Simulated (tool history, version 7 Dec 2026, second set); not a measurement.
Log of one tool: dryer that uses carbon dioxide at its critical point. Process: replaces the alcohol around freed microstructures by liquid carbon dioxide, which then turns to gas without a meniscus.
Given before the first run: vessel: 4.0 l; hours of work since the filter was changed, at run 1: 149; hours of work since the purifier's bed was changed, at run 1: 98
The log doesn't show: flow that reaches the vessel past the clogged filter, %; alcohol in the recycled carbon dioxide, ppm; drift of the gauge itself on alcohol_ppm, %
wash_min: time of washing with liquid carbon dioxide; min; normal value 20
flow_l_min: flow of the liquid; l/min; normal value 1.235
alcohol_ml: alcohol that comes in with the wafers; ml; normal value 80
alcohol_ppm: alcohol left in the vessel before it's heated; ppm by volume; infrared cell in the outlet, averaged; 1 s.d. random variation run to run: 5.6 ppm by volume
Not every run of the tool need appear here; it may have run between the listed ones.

run    hour  wash_min  flow_l_min  alcohol_ml  hours of work since the filter was changed  hours of work since the purifier's bed was changed  alcohol_ppm
  1     0.0        20       1.235          80                                         149                                                  98          282
  2    14.7        20       1.235          80                                         156                                                 105          280
  3    48.2        20       1.235          80                                         172                                                 120          290
  4    69.2        20       1.235          54                                         181                                                 130          227
  5    92.6        20       1.220          54                                         192                                                 141          247
  6   128.3        20       1.220          54                                         208                                                 157          250
  7   164.1        20       1.220          22                                         225                                                 174          144
  8   193.5        20       1.270          80                                         239                                                 187          323
  9   208.8        20       1.270          80                                         246                                                 194          346
      212.8  -- inlet filter changed
 10   243.2        20       1.235         104                                          14                                                 210          299
 11   267.2        20       1.235         104                                          25                                                 221          305
 12   292.8        20       1.235         104                                          37                                                 232          315
 13   315.0        20       1.235         104                                          47                                                 243          318
 14   330.4        20       1.235         104                                          54                                                 250          332
 15   363.8        20       1.235         104                                          70                                                 265          348
 16   400.3        20       1.235          80                                          87                                                 282          302
 17   419.0        20       1.235          80                                          95                                                 291          302
 18   440.6        20       1.235          80                                         105                                                 301          322
 19   462.3        20       1.235          80                                         115                                                 311          320
 20   481.9        20       1.235          80                                         124                                                 320          329
 21   506.1        20       1.235          80                                         135                                                 331          342
 22   529.3        20       1.235          21                                         146                                                 342          170
 23   546.4        20       1.235          21                                         154                                                 349          179
 24   580.5        20       1.235          21                                         170                                                 365          196
 25   614.0        20       1.235          21                                         185                                                 381          179
 26   638.1        20       1.235          21                                         196                                                 392          192
 27   674.6        20       0.960          53                                         213                                                 409          604
 28   705.5        14       1.590          41                                         227                                                 423          367
 29   728.5        14       1.590          41                                         238                                                 433          384
      750.4  -- inlet filter changed
 30   756.3        26       1.070          41                                           3                                                 446          187
 31   787.6        25       1.560          41                                          17                                                 460          147
 32   810.1        25       0.750          62                                          28                                                 471          553
 33   829.0        20       1.235          23                                          36                                                 479          212
 34   845.5        20       1.060          45                                          44                                                 487          346
 35   865.6        20       1.060          45                                          53                                                 496          351
 36   892.2        20       1.660          45                                          65                                                 509          180
 37   920.1        20       1.660          45                                          78                                                 521          183
 38   945.2        20       2.060          23                                          90                                                 533          178
      950.1  -- purifier's bed changed
 39   974.1        30       2.060          23                                         102                                                  11            8
 40   990.6        19       1.930          72                                         109                                                  19           36
 41  1020.1        30       0.970          54                                         123                                                  32           81
 42  1046.5        31       1.730          34                                         135                                                  44           26
 43  1063.5        13       1.730          84                                         143                                                  52          406
 44  1079.0        14       2.100         117                                         150                                                  59          188

Each row is a separate what-if for the run after 44, all from the same tool condition, not one after another. Results?
  A  1094.6        18       1.260         109                                         157                                                  67            ?
  B  1094.6        13       0.750          74                                         157                                                  67            ?
  C  1094.6        32       2.010          21                                         157                                                  67            ?

run  alcohol_ppm
  A          495
  B         3194
  C           34
Without the tool's hidden state the same runs would have given:
run  alcohol_ppm
  A          330
  B         2704
  C           13
